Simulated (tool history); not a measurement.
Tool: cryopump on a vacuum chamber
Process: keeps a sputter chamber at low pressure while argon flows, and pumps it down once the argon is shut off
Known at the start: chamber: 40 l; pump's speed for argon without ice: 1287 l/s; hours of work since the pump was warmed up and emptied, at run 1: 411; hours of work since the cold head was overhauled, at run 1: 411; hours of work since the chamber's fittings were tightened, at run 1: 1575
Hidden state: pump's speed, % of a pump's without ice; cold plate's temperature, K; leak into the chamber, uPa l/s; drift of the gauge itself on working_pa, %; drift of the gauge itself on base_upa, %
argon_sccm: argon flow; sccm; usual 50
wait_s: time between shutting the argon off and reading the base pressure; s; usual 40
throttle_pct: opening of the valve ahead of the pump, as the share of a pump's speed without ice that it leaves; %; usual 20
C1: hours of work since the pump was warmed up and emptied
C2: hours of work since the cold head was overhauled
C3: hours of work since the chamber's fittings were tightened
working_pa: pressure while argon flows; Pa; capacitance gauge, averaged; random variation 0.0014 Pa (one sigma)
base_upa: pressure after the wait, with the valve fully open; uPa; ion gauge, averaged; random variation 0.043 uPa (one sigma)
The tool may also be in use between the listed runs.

run 1 day=0.000 | argon_sccm=50 wait_s=40 throttle_pct=20 | C1=411 C2=411 C3=1575 | working_pa=0.3488 base_upa=4.61
run 2 day=2.029 | argon_sccm=50 wait_s=40 throttle_pct=20 | C1=443 C2=443 C3=1607 | working_pa=0.3515 base_upa=4.66
run 3 day=3.512 | argon_sccm=50 wait_s=40 throttle_pct=20 | C1=467 C2=467 C3=1630 | working_pa=0.3513 base_upa=4.84
-- day=5.092 pump warmed up, emptied and cooled again
run 4 day=6.067 | argon_sccm=50 wait_s=40 throttle_pct=20 | C1=16 C2=504 C3=1668 | working_pa=0.3282 base_upa=4.22
run 5 day=8.100 | argon_sccm=50 wait_s=40 throttle_pct=20 | C1=48 C2=537 C3=1700 | working_pa=0.3297 base_upa=4.22
run 6 day=10.038 | argon_sccm=50 wait_s=40 throttle_pct=20 | C1=79 C2=567 C3=1731 | working_pa=0.3317 base_upa=4.25
run 7 day=12.338 | argon_sccm=50 wait_s=40 throttle_pct=20 | C1=115 C2=604 C3=1768 | working_pa=0.3354 base_upa=4.49
run 8 day=14.600 | argon_sccm=21 wait_s=40 throttle_pct=29 | C1=151 C2=640 C3=1804 | working_pa=0.0986 base_upa=4.44
run 9 day=17.275 | argon_sccm=21 wait_s=40 throttle_pct=29 | C1=194 C2=683 C3=1846 | working_pa=0.0978 base_upa=4.44
run 10 day=19.888 | argon_sccm=25 wait_s=40 throttle_pct=21 | C1=235 C2=724 C3=1888 | working_pa=0.1597 base_upa=4.65
run 11 day=22.158 | argon_sccm=66 wait_s=40 throttle_pct=20 | C1=271 C2=760 C3=1924 | working_pa=0.4429 base_upa=4.66
run 12 day=23.321 | argon_sccm=28 wait_s=238 throttle_pct=20 | C1=290 C2=779 C3=1942 | working_pa=0.1927 base_upa=2.85

Forecast each of these 3 alternatives for the next run:
run A day=24.767 | argon_sccm=50 wait_s=238 throttle_pct=20 | C1=313 C2=802 C3=1965 | working_pa=? base_upa=?
run B day=24.767 | argon_sccm=48 wait_s=238 throttle_pct=43 | C1=313 C2=802 C3=1965 | working_pa=? base_upa=?
run C day=24.767 | argon_sccm=22 wait_s=238 throttle_pct=20 | C1=313 C2=802 C3=1965 | working_pa=? base_upa=?

run=A working_pa=0.3413 base_upa=2.96
run=B working_pa=0.1598 base_upa=2.79
run=C working_pa=0.1497 base_upa=2.90
Without the tool's hidden state the same runs would have given:
run=A working_pa=0.3280 base_upa=0.63
run=B working_pa=0.1469 base_upa=0.56
run=C working_pa=0.1438 base_upa=0.60
